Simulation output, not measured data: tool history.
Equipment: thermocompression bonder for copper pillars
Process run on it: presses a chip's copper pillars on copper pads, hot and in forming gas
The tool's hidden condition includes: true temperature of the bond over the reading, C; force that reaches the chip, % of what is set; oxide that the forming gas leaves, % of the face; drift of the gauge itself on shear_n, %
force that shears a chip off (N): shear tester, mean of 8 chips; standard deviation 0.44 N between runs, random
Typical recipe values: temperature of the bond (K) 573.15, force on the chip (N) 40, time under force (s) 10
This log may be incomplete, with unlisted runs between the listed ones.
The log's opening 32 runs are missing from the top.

run   hour  temperature of the bond (K)  force on the chip (N)  time under force (s)  hours of work since the heater was calibrated  hours of work since the force cell was calibrated  hours of work since the gas filter was changed  force that shears a chip off (N)
 33  600.3                       562.15                     56                    29                                            874                                                624                                             319                               125
     610.4  -- forming gas filter changed
 34  622.7                       562.15                     56                    29                                            886                                                636                                               7                             124.8
 35  636.4                       543.15                     24                    10                                            893                                                644                                              14                              52.2
 36  649.1                       543.15                     24                    10                                            900                                                651                                              22                              52.7
 37  668.3                       543.15                     24                    10                                            911                                                661                                              32                              53.5
 38  683.5                       573.15                     49                     5                                            920                                                670                                              41                              90.9
 39  709.1                       577.15                     49                     5                                            934                                                684                                              55                              93.4
 40  726.9                       573.15                     25                    10                                            944                                                694                                              65                                71
 41  737.5                       545.15                     40                     8                                            950                                                700                                              71                              75.6

Consider 3 possible next runs. They are alternatives, not a sequence: every one starts from the tool as it was left by run 41. What does each give?
  A  754.6                       550.15                     31                     9                                            959                                                710                                              80                                 ?
  B  754.6                       544.15                     40                     8                                            959                                                710                                              80                                 ?
  C  754.6                       594.15                     40                    12                                            959                                                710                                              80                                 ?

run  force that shears a chip off (N)
  A                              67.4
  B                              74.9
  C                             111.5
Without the tool's unlogged condition, the same runs would have read:
run  force that shears a chip off (N)
  A                              64.7
  B                                72
  C                               107
